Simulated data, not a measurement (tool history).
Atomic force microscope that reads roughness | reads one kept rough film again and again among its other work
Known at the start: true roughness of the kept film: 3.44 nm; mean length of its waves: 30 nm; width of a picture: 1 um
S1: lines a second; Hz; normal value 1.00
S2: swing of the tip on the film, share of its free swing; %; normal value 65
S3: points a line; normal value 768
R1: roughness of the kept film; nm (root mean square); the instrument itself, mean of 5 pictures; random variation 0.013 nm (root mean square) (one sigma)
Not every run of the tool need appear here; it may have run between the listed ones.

run 1 hour=0.0 | S1=1.00 S2=65 S3=768 | R1=2.871
run 2 hour=15.8 | S1=1.00 S2=65 S3=896 | R1=2.859
run 3 hour=33.4 | S1=1.00 S2=65 S3=896 | R1=2.854
run 4 hour=53.6 | S1=0.92 S2=65 S3=768 | R1=2.833
run 5 hour=71.2 | S1=1.00 S2=65 S3=768 | R1=2.831
run 6 hour=88.1 | S1=1.00 S2=65 S3=768 | R1=2.812
run 7 hour=100.7 | S1=1.00 S2=80 S3=768 | R1=2.713
run 8 hour=114.0 | S1=1.00 S2=80 S3=768 | R1=2.704
run 9 hour=135.4 | S1=1.00 S2=65 S3=894 | R1=2.779
run 10 hour=154.4 | S1=0.78 S2=57 S3=894 | R1=2.801
run 11 hour=171.4 | S1=0.78 S2=57 S3=447 | R1=2.782
run 12 hour=188.4 | S1=0.78 S2=57 S3=447 | R1=2.755
-- hour=191.9 new tip fitted
run 13 hour=211.4 | S1=1.23 S2=65 S3=768 | R1=2.986
run 14 hour=231.1 | S1=1.26 S2=66 S3=768 | R1=2.945
run 15 hour=243.2 | S1=1.26 S2=66 S3=768 | R1=2.952
run 16 hour=265.2 | S1=1.26 S2=66 S3=768 | R1=2.936
run 17 hour=278.8 | S1=0.70 S2=65 S3=653 | R1=2.958
run 18 hour=288.3 | S1=0.85 S2=65 S3=295 | R1=2.933

What if the next run were any one of these 4? Each begins from the tool's condition after run 18:
run A hour=310.1 | S1=0.87 S2=64 S3=565 | R1=?
run B hour=310.1 | S1=3.51 S2=70 S3=295 | R1=?
run C hour=310.1 | S1=0.73 S2=65 S3=295 | R1=?
run D hour=310.1 | S1=1.00 S2=65 S3=955 | R1=?

run=A R1=2.936
run=B R1=2.680
run=C R1=2.948
run=D R1=2.943
Stripped of hidden state, with their random variation kept, the same runs would have yielded:
run=A R1=3.026
run=B R1=2.762
run=C R1=3.039
run=D R1=3.034
